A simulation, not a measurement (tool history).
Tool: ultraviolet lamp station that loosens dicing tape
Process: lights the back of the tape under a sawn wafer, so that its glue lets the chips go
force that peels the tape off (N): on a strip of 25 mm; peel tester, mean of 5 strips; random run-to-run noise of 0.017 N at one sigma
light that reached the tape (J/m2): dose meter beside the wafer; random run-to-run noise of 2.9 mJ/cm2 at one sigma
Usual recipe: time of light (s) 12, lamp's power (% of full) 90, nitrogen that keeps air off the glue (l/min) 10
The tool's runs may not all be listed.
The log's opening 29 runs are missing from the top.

| run | day | time of light (s) | lamp's power (% of full) | nitrogen that keeps air off the glue (l/min) | force that peels the tape off (N) | light that reached the tape (J/m2) |
|---|---|---|---|---|---|---|
| 30 | 17.804 | 7 | 76 | 13 | 3.432 | 1690 |
| 31 | 18.242 | 14 | 77 | 10 | 1.389 | 3420 |
| 32 | 18.867 | 6 | 87 | 6 | 4.829 | 1610 |
| 33 | 19.550 | 6 | 87 | 6 | 4.676 | 1610 |
| 34 | 19.971 | 21 | 73 | 10 | 0.603 | 4800 |
| 35 | 20.704 | 21 | 73 | 10 | 0.654 | 4730 |
| 36 | 21.088 | 14 | 65 | 9 | 2.085 | 2790 |
| 37 | 21.525 | 21 | 99 | 10 | 0.272 | 6330 |

What will run 38 give?
| 38 | 21.962 | 21 | 99 | 10 | ? | ? |

{"run 38": {"force that peels the tape off (N)": 0.275, "light that reached the tape (J/m2)": 6290}}
On a tool with no hidden condition, and with the same random variation, this run would have come out at force that peels the tape off (N) 0.136, light that reached the tape (J/m2) 8220.

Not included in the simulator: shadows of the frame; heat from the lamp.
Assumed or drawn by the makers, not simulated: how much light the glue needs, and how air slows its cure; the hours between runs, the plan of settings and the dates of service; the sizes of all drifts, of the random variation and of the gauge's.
